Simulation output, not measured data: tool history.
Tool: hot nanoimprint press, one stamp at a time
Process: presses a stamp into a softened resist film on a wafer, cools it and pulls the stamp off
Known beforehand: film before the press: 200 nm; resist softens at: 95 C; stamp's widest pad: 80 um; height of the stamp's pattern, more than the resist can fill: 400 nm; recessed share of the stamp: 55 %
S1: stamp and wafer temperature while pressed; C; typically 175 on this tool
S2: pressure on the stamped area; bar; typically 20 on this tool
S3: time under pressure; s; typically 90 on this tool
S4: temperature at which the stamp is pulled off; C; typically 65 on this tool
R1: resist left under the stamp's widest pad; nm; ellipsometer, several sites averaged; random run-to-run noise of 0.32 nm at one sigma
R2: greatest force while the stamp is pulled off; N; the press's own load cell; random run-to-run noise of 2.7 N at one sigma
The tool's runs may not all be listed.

Run 1, hour 0: usual settings. Result: R1 73.7 nm, R2 142 N.
Run 2, hour 24.7: usual settings but S4 67 C. Result: R1 73.2 nm, R2 141 N.
At hour 40.3: plate thermocouple calibrated.
Run 3, hour 62: usual settings but S4 67 C. Result: R1 71 nm, R2 145 N.
Run 4, hour 88.8: usual settings but S4 67 C. Result: R1 71.5 nm, R2 145 N.
Run 5, hour 116.3: usual settings but S4 67 C. Result: R1 71.8 nm, R2 146 N.
Run 6, hour 151.9: usual settings but S4 67 C. Result: R1 71.2 nm, R2 142 N.
Run 7, hour 178.5: usual settings but S4 67 C. Result: R1 71.8 nm, R2 148 N.
Run 8, hour 208.9: usual settings but S4 67 C. Result: R1 72.2 nm, R2 157 N.
Run 9, hour 230.8: usual settings but S4 69 C. Result: R1 72.6 nm, R2 152 N.
Run 10, hour 250.9: usual settings but S4 71 C. Result: R1 72.3 nm, R2 151 N.
Run 11, hour 286: usual settings but S4 69 C. Result: R1 72.7 nm, R2 150 N.
Run 12, hour 309.3: usual settings but S1 177 C. Result: R1 68.3 nm, R2 168 N.
Run 13, hour 328.4: usual settings but S1 177 C. Result: R1 68.6 nm, R2 176 N.
Run 14, hour 362.4: usual settings but S1 177 C, S2 19.4 bar. Result: R1 70.1 nm, R2 175 N.
Run 15, hour 377.6: usual settings but S1 172 C, S2 12.9 bar. Result: R1 97 nm, R2 179 N.
Run 16, hour 408.5: usual settings but S1 169 C. Result: R1 88 nm, R2 184 N.
Run 17, hour 442.3: usual settings but S1 183 C, S2 17.8 bar, S3 51 s, S4 63 C. Result: R1 77.2 nm, R2 197 N.
Run 18, hour 467.9: usual settings but S1 183 C, S2 17.8 bar, S3 51 s, S4 63 C. Result: R1 77.1 nm, R2 198 N.
Run 19, hour 495: usual settings but S1 172 C, S2 22.2 bar, S3 55 s. Result: R1 93 nm, R2 189 N.
At hour 513: plate thermocouple calibrated.
Run 20, hour 518.4: usual settings but S1 185 C, S3 59 s. Result: R1 64.2 nm, R2 195 N.
Run 21, hour 548.4: usual settings but S1 176 C, S2 22.2 bar, S3 113 s, S4 59 C. Result: R1 59.8 nm, R2 218 N.
Run 22, hour 563.5: usual settings but S1 176 C, S2 15.4 bar, S3 177 s, S4 53 C. Result: R1 59.7 nm, R2 234 N.
Run 23, hour 591.9: usual settings but S1 176 C, S2 15.4 bar, S3 177 s, S4 53 C. Result: R1 59.2 nm, R2 237 N.
Run 24, hour 610.8: usual settings but S1 165 C, S2 20.4 bar, S3 177 s, S4 64 C. Result: R1 74.4 nm, R2 198 N.
Run 25, hour 645: usual settings but S1 165 C, S2 20.4 bar, S3 177 s, S4 64 C. Result: R1 74.8 nm, R2 208 N.

Below, each run's measurement less what the same run would have read without the hidden state. Both values contain the same run-to-run variation, but the gauge's scatter may not be the same in both:
The tool's hidden condition here consists of: true temperature over the reading, C; pressure that arrives at the usual setting, %; grip of the stamp's worn release coat, % over a new coat's; drift of the gauge itself on residual_nm, %; drift of the gauge itself on pull_off_n, %.
run    R1   R2
  1  +2.2  +15
  2  +2.3  +17
  3  +0.2  +18
  4  +0.3  +20
  5  +0.5  +22
  6  +0.7  +25
  7  +0.8  +28
  8  +1.1  +32
  9  +1.1  +33
 10  +1.2  +34
 11  +1.5  +36
 12  +1.5  +42
 13  +1.7  +45
 14  +1.9  +48
 15  +2.3  +50
 16  +2.7  +54
 17  +2.2  +61
 18  +2.4  +63
 19  +3.3  +62
 20  +0.4  +63
 21  +0.6  +73
 22  +0.5  +80
 23  +0.6  +83
 24  +1.1  +71
 25  +1.3  +77
